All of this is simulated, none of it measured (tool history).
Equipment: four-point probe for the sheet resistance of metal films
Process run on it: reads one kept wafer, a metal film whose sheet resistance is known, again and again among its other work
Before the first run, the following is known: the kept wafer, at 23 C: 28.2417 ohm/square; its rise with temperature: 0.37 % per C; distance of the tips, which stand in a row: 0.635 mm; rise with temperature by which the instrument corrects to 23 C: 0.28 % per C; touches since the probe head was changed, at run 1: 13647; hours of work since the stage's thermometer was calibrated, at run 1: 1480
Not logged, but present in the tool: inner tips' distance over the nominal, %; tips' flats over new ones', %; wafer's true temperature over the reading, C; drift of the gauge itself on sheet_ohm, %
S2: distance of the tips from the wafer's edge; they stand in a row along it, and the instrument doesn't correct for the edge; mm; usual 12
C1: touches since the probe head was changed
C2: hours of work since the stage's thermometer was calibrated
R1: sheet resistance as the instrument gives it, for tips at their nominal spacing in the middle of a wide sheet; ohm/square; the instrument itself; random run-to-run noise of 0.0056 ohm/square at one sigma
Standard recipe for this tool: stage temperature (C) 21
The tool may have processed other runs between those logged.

{"run": 1, "hour": 0.0, "stage temperature (C)": 21, "S2": 12, "C1": 13647, "C2": 1480, "R1": 28.232349}
{"run": 2, "hour": 42.0, "stage temperature (C)": 21, "S2": 12, "C1": 14097, "C2": 1500, "R1": 28.231202}
{"hour": 50.9, "done": "stage's thermometer calibrated"}
{"run": 3, "hour": 77.3, "stage temperature (C)": 21, "S2": 12, "C1": 14470, "C2": 13, "R1": 28.22612}
{"run": 4, "hour": 121.6, "stage temperature (C)": 20, "S2": 12, "C1": 14944, "C2": 34, "R1": 28.209508}
{"run": 5, "hour": 161.2, "stage temperature (C)": 20, "S2": 12, "C1": 15367, "C2": 53, "R1": 28.20229}
{"run": 6, "hour": 188.4, "stage temperature (C)": 23, "S2": 12, "C1": 15658, "C2": 66, "R1": 28.285157}
{"run": 7, "hour": 212.0, "stage temperature (C)": 23, "S2": 12, "C1": 15911, "C2": 78, "R1": 28.287776}
{"run": 8, "hour": 234.7, "stage temperature (C)": 23, "S2": 12, "C1": 16154, "C2": 88, "R1": 28.277342}
{"run": 9, "hour": 284.3, "stage temperature (C)": 23, "S2": 12, "C1": 16685, "C2": 112, "R1": 28.284837}
{"run": 10, "hour": 323.8, "stage temperature (C)": 23, "S2": 12, "C1": 17108, "C2": 131, "R1": 28.294875}
{"run": 11, "hour": 371.5, "stage temperature (C)": 33, "S2": 31, "C1": 17618, "C2": 154, "R1": 28.511271}
{"run": 12, "hour": 413.7, "stage temperature (C)": 24, "S2": 12, "C1": 18070, "C2": 175, "R1": 28.317614}
{"run": 13, "hour": 446.9, "stage temperature (C)": 33, "S2": 53, "C1": 18425, "C2": 191, "R1": 28.505674}
{"run": 14, "hour": 480.4, "stage temperature (C)": 29, "S2": 29, "C1": 18784, "C2": 207, "R1": 28.402947}
{"run": 15, "hour": 501.4, "stage temperature (C)": 22, "S2": 3, "C1": 19009, "C2": 217, "R1": 28.882153}
{"run": 16, "hour": 534.3, "stage temperature (C)": 27, "S2": 26, "C1": 19362, "C2": 233, "R1": 28.355471}
{"run": 17, "hour": 582.5, "stage temperature (C)": 27, "S2": 26, "C1": 19877, "C2": 256, "R1": 28.362565}
{"run": 18, "hour": 624.2, "stage temperature (C)": 27, "S2": 16, "C1": 20323, "C2": 276, "R1": 28.374998}

How the hidden state differs across the entries between the runs, from the last listed run before each to the first after it:
In the gap between runs 2 and 3: stage's thermometer calibrated (hour 50.9)
  no difference in the tool's unlogged condition between these two runs
